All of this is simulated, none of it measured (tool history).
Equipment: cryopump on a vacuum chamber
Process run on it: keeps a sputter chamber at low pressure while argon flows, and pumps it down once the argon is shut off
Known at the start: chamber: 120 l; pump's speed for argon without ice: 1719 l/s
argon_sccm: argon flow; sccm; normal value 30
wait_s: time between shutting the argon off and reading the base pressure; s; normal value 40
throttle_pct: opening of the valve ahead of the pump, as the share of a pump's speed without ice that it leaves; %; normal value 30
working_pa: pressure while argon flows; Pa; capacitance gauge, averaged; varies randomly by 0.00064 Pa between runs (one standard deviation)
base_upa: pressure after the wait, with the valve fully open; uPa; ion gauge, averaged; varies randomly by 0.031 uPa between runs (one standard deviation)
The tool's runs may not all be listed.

Run 1, hour 0: usual settings. Result: working_pa 0.1051 Pa, base_upa 1.93 uPa.
Run 2, hour 94.7: usual settings but argon_sccm 32 sccm. Result: working_pa 0.1149 Pa, base_upa 2.01 uPa.
Run 3, hour 167.9: usual settings but argon_sccm 32 sccm. Result: working_pa 0.1151 Pa, base_upa 2.11 uPa.
Run 4, hour 232.9: usual settings but argon_sccm 28 sccm. Result: working_pa 0.102 Pa, base_upa 2.21 uPa.
Run 5, hour 313.9: usual settings but argon_sccm 28 sccm. Result: working_pa 0.1027 Pa, base_upa 2.26 uPa.
At hour 338: pump warmed up, emptied and cooled again.
Run 6, hour 400.1: usual settings but wait_s 21 s. Result: working_pa 0.0984 Pa, base_upa 3.42 uPa.
Run 7, hour 485.7: usual settings but wait_s 21 s. Result: working_pa 0.1012 Pa, base_upa 3.48 uPa.
Run 8, hour 577: usual settings. Result: working_pa 0.1007 Pa, base_upa 2.31 uPa.
Run 9, hour 643.3: usual settings but wait_s 157 s. Result: working_pa 0.1014 Pa, base_upa 1.31 uPa.
Run 10, hour 729: usual settings but argon_sccm 33 sccm, wait_s 157 s. Result: working_pa 0.113 Pa, base_upa 1.46 uPa.
Run 11, hour 789: usual settings but argon_sccm 21 sccm. Result: working_pa 0.0718 Pa, base_upa 2.53 uPa.
Run 12, hour 877.8: usual settings but argon_sccm 34 sccm, wait_s 23 s, throttle_pct 25 %. Result: working_pa 0.1392 Pa, base_upa 3.62 uPa.
Run 13, hour 957.6: usual settings but argon_sccm 34 sccm, wait_s 23 s, throttle_pct 25 %. Result: working_pa 0.1411 Pa, base_upa 3.67 uPa.
Run 14, hour 1033.2: usual settings but argon_sccm 44 sccm, wait_s 53 s, throttle_pct 25 %. Result: working_pa 0.1822 Pa, base_upa 2.46 uPa.
Run 15, hour 1095.6: usual settings but argon_sccm 22 sccm, wait_s 161 s. Result: working_pa 0.0782 Pa, base_upa 1.85 uPa.
Run 16, hour 1141.9: usual settings but argon_sccm 22 sccm, wait_s 161 s. Result: working_pa 0.0782 Pa, base_upa 1.93 uPa.
Run 17, hour 1194.8: usual settings but argon_sccm 22 sccm, wait_s 161 s. Result: working_pa 0.0778 Pa, base_upa 2.08 uPa.
Run 18, hour 1264.3: usual settings but argon_sccm 22 sccm, wait_s 22 s, throttle_pct 35 %. Result: working_pa 0.0679 Pa, base_upa 4.25 uPa.
At hour 1340.3: pump warmed up, emptied and cooled again.
Run 19, hour 1353.8: usual settings but argon_sccm 15 sccm, wait_s 256 s, throttle_pct 26 %. Result: working_pa 0.056 Pa, base_upa 1.64 uPa.
Run 20, hour 1403.7: usual settings but argon_sccm 15 sccm, wait_s 256 s, throttle_pct 26 %. Result: working_pa 0.058 Pa, base_upa 1.67 uPa.

Here are 3 independent what-if runs from the current tool condition. What would each one return?
Run A, hour 1499.4: usual settings but wait_s 27 s. Result: working_pa ?, base_upa ?.
Run B, hour 1499.4: usual settings but argon_sccm 19 sccm, wait_s 256 s, throttle_pct 26 %. Result: working_pa ?, base_upa ?.
Run C, hour 1499.4: usual settings but argon_sccm 26 sccm, wait_s 186 s, throttle_pct 32 %. Result: working_pa ?, base_upa ?.

run  working_pa  base_upa
  A      0.0988       3.6
  B      0.0722      1.78
  C      0.0818       1.9
With no hidden state in the tool, these same runs would have given:
run  working_pa  base_upa
  A      0.0969      2.22
  B      0.0711      0.38
  C      0.0802      0.47

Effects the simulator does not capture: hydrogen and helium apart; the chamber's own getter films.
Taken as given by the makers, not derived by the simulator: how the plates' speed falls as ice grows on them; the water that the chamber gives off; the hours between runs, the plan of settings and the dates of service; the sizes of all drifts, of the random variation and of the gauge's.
